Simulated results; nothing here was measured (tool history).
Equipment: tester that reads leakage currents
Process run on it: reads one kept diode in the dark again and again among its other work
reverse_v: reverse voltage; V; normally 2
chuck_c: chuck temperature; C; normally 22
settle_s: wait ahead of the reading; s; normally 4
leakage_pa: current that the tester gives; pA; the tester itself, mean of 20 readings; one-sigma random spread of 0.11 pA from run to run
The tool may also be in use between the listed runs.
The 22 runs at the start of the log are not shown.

run 23 day=51.812 | reverse_v=1 chuck_c=22 settle_s=3.87 | leakage_pa=22.94
run 24 day=54.1 | reverse_v=5.78 chuck_c=53 settle_s=9.58 | leakage_pa=750.02
run 25 day=55.908 | reverse_v=5.78 chuck_c=53 settle_s=9.58 | leakage_pa=750.71
run 26 day=58.171 | reverse_v=5.78 chuck_c=53 settle_s=9.58 | leakage_pa=749.24
run 27 day=59.796 | reverse_v=11.78 chuck_c=23 settle_s=4 | leakage_pa=72.72
run 28 day=61.7 | reverse_v=2.12 chuck_c=22 settle_s=1.1 | leakage_pa=32.05
run 29 day=63.654 | reverse_v=3.38 chuck_c=35 settle_s=1.52 | leakage_pa=130.02
run 30 day=65.029 | reverse_v=4.92 chuck_c=22 settle_s=0.96 | leakage_pa=46.55
run 31 day=67.121 | reverse_v=2 chuck_c=22 settle_s=2.03 | leakage_pa=30.97
run 32 day=69.492 | reverse_v=1.53 chuck_c=35 settle_s=2.07 | leakage_pa=92.69
run 33 day=72.212 | reverse_v=2 chuck_c=22 settle_s=2.17 | leakage_pa=31.06
run 34 day=74.796 | reverse_v=11.47 chuck_c=27 settle_s=6.88 | leakage_pa=104.47
run 35 day=76.492 | reverse_v=11.47 chuck_c=27 settle_s=6.88 | leakage_pa=104.54

Run 36 has not been measured yet. What should we expect?
run 36 day=78.446 | reverse_v=5.08 chuck_c=22 settle_s=3.31 | leakage_pa=?

{"run 36": {"leakage_pa": 45.96}}
With no hidden state in the tool, this same run would have given leakage_pa 45.94 pA.

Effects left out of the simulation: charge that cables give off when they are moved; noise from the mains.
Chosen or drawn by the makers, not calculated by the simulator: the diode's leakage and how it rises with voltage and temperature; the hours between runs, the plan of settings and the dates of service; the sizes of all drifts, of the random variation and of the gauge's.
